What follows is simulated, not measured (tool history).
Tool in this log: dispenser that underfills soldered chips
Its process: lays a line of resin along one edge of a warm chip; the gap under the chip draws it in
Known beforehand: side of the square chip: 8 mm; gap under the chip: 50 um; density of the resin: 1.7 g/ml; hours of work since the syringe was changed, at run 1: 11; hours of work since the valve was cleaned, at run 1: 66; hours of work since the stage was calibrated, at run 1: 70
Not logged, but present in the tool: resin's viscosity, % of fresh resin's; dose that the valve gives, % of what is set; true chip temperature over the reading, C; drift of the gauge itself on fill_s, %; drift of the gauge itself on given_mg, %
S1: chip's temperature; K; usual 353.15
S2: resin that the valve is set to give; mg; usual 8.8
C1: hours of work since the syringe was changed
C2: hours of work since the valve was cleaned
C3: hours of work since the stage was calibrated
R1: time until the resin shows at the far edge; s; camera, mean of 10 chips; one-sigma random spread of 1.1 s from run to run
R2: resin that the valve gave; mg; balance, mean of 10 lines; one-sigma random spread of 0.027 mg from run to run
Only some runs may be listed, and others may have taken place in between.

run   hour      S1     S2  C1   C2   C3     R1     R2
  1      0  353.15    8.8  11   66   70    155   8.55
         1  -- new syringe of resin
  2    4.4  353.15    8.8   3   69   73  114.2   8.52
  3   12.6  353.15   8.18   9   75   80  144.2   7.93
      16.3  -- new syringe of resin
  4   18.9  353.15   8.18   2   80   84  112.5   7.94
  5   25.2  349.15    8.8   7   84   89  152.8   8.53
      31.3  -- new syringe of resin
  6   31.3  349.15    8.8   0   89   93  117.1   8.45
  7   39.9  349.15    8.8   6   95  100  151.9   8.44
        47  -- new syringe of resin
  8   47.2  349.15    8.8   0  100  105  118.8   8.45
  9   53.6  349.15    8.8   5  105  110  141.8   8.44
 10   60.6  349.15    8.8  10  111  115  173.4    8.4
      62.4  -- new syringe of resin
 11   69.2  356.15   9.04   5  117  121  114.8   8.59
 12   76.9  363.15   9.58  11  123  127  113.6   9.02
      77.8  -- new syringe of resin
 13   86.9  363.15   9.58   7  130  135   96.1   9.06
      92.8  -- new syringe of resin
 14   95.8  363.15   9.58   2  137  141     83   9.09
 15  103.3  360.15   7.77   8  142  147  114.4   7.28
     108.2  -- new syringe of resin
     113.6  -- dispensing valve cleaned and set on the balance
 16  114.5  347.15  10.98   4    1  154  145.4  11.02
 17  122.1  365.15   8.75  10    6  160  103.7    8.7
     124.4  -- new syringe of resin
 18  129.2  349.15   8.46   4   11  165    136   8.42
 19  135.3  349.15   8.46   8   16  170  161.9   8.45
     139.4  -- new syringe of resin
 20  142.8  349.15   8.46   3   22  175  130.2   8.35

Here are 5 independent what-if runs from the current tool condition. What would each one return?
  A   150  362.15   8.42   8  27  181   ?   ?
  B   150  361.15    8.8   8  27  181   ?   ?
  C   150  342.15   8.51   8  27  181   ?   ?
  D   150  349.15  10.96   8  27  181   ?   ?
  E   150  365.15   8.46   8  27  181   ?   ?

run     R1     R2
  A  108.3   8.31
  B  108.5   8.72
  C  201.6   8.43
  D  154.7  10.88
  E   97.7    8.4
With no hidden state in the tool, these same runs would have given:
run     R1     R2
  A   81.3   8.38
  B   81.3    8.8
  C  151.4   8.51
  D  116.3  10.98
  E   73.2   8.48
